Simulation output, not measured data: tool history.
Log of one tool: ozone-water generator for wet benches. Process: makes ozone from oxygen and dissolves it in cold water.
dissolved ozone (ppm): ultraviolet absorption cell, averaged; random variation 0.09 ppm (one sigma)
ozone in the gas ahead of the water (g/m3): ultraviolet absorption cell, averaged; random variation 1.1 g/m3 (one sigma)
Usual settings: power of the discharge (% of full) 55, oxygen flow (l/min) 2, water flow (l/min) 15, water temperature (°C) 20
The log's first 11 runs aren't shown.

| run | hour | power of the discharge (% of full) | oxygen flow (l/min) | water flow (l/min) | water temperature (°C) | hours of work since the electrodes were changed | hours of work since the contactor was cleaned | hours of work since the thermometer was calibrated | dissolved ozone (ppm) | ozone in the gas ahead of the water (g/m3) |
|---|---|---|---|---|---|---|---|---|---|---|
| 12 | 549.8 | 55 | 2 | 15 | 20 | 1081 | 1669 | 1595 | 10.64 | 184.5 |
| 13 | 626.3 | 55 | 2 | 17 | 20 | 1143 | 1731 | 1658 | 9.33 | 182.5 |
| 14 | 668.5 | 55 | 2 | 17 | 20 | 1178 | 1766 | 1692 | 9.38 | 182.6 |
|  | 738.7 | gauge calibrated |
| 15 | 739.4 | 55 | 2 | 15 | 20 | 1235 | 1823 | 1750 | 10.58 | 187.1 |
| 16 | 816 | 55 | 2 | 15 | 20 | 1298 | 1886 | 1812 | 10.63 | 187.5 |
| 17 | 872.1 | 55 | 2 | 15 | 20 | 1343 | 1931 | 1858 | 10.64 | 186 |
| 18 | 943.6 | 79 | 2.94 | 13 | 15 | 1402 | 1990 | 1916 | 17.16 | 189.2 |
| 19 | 991.1 | 61 | 1.89 | 14 | 20 | 1440 | 2028 | 1954 | 12.13 | 204.9 |
| 20 | 1058.3 | 64 | 1.61 | 15 | 20 | 1495 | 2083 | 2009 | 11.15 | 229 |
| 21 | 1126.8 | 64 | 1.61 | 15 | 20 | 1551 | 2139 | 2065 | 11.07 | 228.3 |
| 22 | 1169 | 64 | 1.61 | 15 | 20 | 1585 | 2173 | 2099 | 11.28 | 226 |
| 23 | 1205.8 | 42 | 3.57 | 12 | 20 | 1615 | 2203 | 2129 | 11.47 | 114 |
| 24 | 1278.7 | 42 | 3.57 | 12 | 20 | 1674 | 2262 | 2188 | 11.42 | 113.2 |
| 25 | 1341.8 | 55 | 2 | 11 | 20 | 1725 | 2313 | 2240 | 14.47 | 184.9 |
| 26 | 1407.7 | 66 | 2 | 16 | 20 | 1779 | 2367 | 2293 | 11.16 | 205.9 |
|  | 1443.8 | gauge calibrated |
| 27 | 1481.8 | 66 | 2.92 | 16 | 18 | 1839 | 2427 | 2354 | 12.12 | 171.3 |
| 28 | 1535 | 55 | 1.66 | 15 | 20 | 1883 | 2471 | 2397 | 10.31 | 206.3 |
| 29 | 1581.8 | 55 | 1.66 | 15 | 20 | 1921 | 2509 | 2435 | 10.19 | 204.5 |
| 30 | 1613 | 55 | 1.01 | 15 | 27 | 1946 | 2534 | 2460 | 8.65 | 271 |

Run 31 comes next. What will it give?
| 31 | 1645.4 | 55 | 2.79 | 15 | 24 | 1972 | 2560 | 2487 | ? | ? |

{"run 31": {"dissolved ozone (ppm)": 10.35, "ozone in the gas ahead of the water (g/m3)": 154.4}}
Without the tool's hidden state the same run would have given dissolved ozone (ppm) 10.35, ozone in the gas ahead of the water (g/m3) 155.7.
